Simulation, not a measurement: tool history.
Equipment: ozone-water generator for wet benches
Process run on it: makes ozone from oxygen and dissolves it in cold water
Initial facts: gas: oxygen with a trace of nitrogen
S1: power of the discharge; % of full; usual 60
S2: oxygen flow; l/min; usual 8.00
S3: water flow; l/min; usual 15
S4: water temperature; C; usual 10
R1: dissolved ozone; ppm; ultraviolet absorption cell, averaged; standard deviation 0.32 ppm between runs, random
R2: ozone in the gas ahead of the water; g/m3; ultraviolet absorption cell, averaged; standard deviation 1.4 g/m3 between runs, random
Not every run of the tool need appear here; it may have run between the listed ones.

Run 1, hour 0.0: usual settings. Result: R1 50.4 ppm, R2 257.4 g/m3.
Run 2, hour 62.8: usual settings but S1 46 % of full. Result: R1 43.5 ppm, R2 223.3 g/m3.
Run 3, hour 113.1: usual settings but S2 6.68 l/min. Result: R1 52.1 ppm, R2 287.7 g/m3.
Run 4, hour 171.3: usual settings but S2 6.68 l/min. Result: R1 52.3 ppm, R2 286.5 g/m3.
Run 5, hour 234.3: usual settings but S2 6.68 l/min. Result: R1 52.9 ppm, R2 287.4 g/m3.
Run 6, hour 312.5: usual settings but S2 6.68 l/min. Result: R1 52.5 ppm, R2 290.8 g/m3.
Run 7, hour 371.3: usual settings. Result: R1 50.6 ppm, R2 257.7 g/m3.
Run 8, hour 447.7: usual settings. Result: R1 50.8 ppm, R2 257.8 g/m3.
Run 9, hour 520.4: usual settings. Result: R1 50.5 ppm, R2 258.8 g/m3.
Run 10, hour 573.4: usual settings. Result: R1 50.7 ppm, R2 260.1 g/m3.
Run 11, hour 618.6: usual settings. Result: R1 50.7 ppm, R2 258.4 g/m3.
Run 12, hour 677.5: usual settings. Result: R1 51.1 ppm, R2 255.5 g/m3.
Run 13, hour 724.1: usual settings. Result: R1 50.8 ppm, R2 258.0 g/m3.
Run 14, hour 793.6: usual settings but S1 43 % of full. Result: R1 42.3 ppm, R2 215.7 g/m3.
Run 15, hour 873.1: usual settings but S1 68 % of full. Result: R1 53.8 ppm, R2 275.7 g/m3.
Run 16, hour 920.9: usual settings but S1 68 % of full. Result: R1 55.1 ppm, R2 277.0 g/m3.
Run 17, hour 967.2: usual settings but S1 68 % of full. Result: R1 54.8 ppm, R2 276.6 g/m3.
Run 18, hour 1021.8: usual settings but S1 41 % of full, S2 14.29 l/min. Result: R1 35.0 ppm, R2 145.1 g/m3.
Run 19, hour 1087.1: usual settings but S1 80 % of full, S2 5.61 l/min, S4 15 C. Result: R1 58.4 ppm, R2 377.2 g/m3.
Run 20, hour 1136.2: usual settings but S1 63 % of full, S2 9.90 l/min, S4 14 C. Result: R1 45.4 ppm, R2 231.9 g/m3.
Run 21, hour 1177.2: usual settings but S1 63 % of full, S2 9.90 l/min, S4 14 C. Result: R1 45.6 ppm, R2 229.7 g/m3.
At hour 1184.5: contactor cleaned.
Run 22, hour 1237.6: usual settings but S1 63 % of full, S2 9.90 l/min, S4 14 C. Result: R1 45.7 ppm, R2 231.0 g/m3.
Run 23, hour 1314.2: usual settings but S2 14.12 l/min. Result: R1 43.6 ppm, R2 179.0 g/m3.
Run 24, hour 1350.6: usual settings but S2 14.12 l/min. Result: R1 43.2 ppm, R2 179.5 g/m3.
Run 25, hour 1384.8: usual settings but S1 71 % of full, S2 8.46 l/min, S3 17 l/min, S4 9 C. Result: R1 51.8 ppm, R2 271.6 g/m3.
Run 26, hour 1456.9: usual settings but S2 10.36 l/min. Result: R1 47.2 ppm, R2 217.5 g/m3.
Run 27, hour 1492.5: usual settings but S2 10.36 l/min. Result: R1 48.1 ppm, R2 218.8 g/m3.
Run 28, hour 1564.9: usual settings but S2 10.36 l/min. Result: R1 47.8 ppm, R2 218.5 g/m3.
Run 29, hour 1630.5: usual settings but S3 12 l/min, S4 9 C. Result: R1 59.6 ppm, R2 257.9 g/m3.
Run 30, hour 1692.3: usual settings but S1 90 % of full, S3 24 l/min, S4 6 C. Result: R1 46.7 ppm, R2 319.4 g/m3.
Run 31, hour 1768.7: usual settings but S2 5.15 l/min, S3 11 l/min, S4 7 C. Result: R1 70.5 ppm, R2 339.4 g/m3.
Run 32, hour 1814.4: usual settings but S1 45 % of full, S2 6.57 l/min, S3 20 l/min, S4 9 C. Result: R1 36.6 ppm, R2 251.4 g/m3.
Run 33, hour 1848.7: usual settings but S1 45 % of full, S2 6.57 l/min, S3 20 l/min, S4 9 C. Result: R1 36.6 ppm, R2 249.3 g/m3.
Run 34, hour 1890.2: usual settings but S1 67 % of full, S2 13.91 l/min, S3 12 l/min, S4 9 C. Result: R1 52.8 ppm, R2 189.4 g/m3.

Below are 3 alternative next runs, each starting from the tool's condition after run 34. Predict each:
Run A, hour 1934.1: usual settings but S1 67 % of full, S2 8.43 l/min, S3 19 l/min, S4 12 C. Result: R1 ?, R2 ?.
Run B, hour 1934.1: usual settings but S1 67 % of full, S2 13.91 l/min, S3 12 l/min, S4 6 C. Result: R1 ?, R2 ?.
Run C, hour 1934.1: usual settings but S1 57 % of full, S2 5.69 l/min, S3 20 l/min, S4 9 C. Result: R1 ?, R2 ?.

run    R1     R2
  A  43.7  263.5
  B  56.4  191.9
  C  42.0  312.7
Take away the tool's hidden state, keep each run's random variation, and the runs would have read:
run    R1     R2
  A  43.7  263.8
  B  56.5  192.1
  C  42.0  313.1
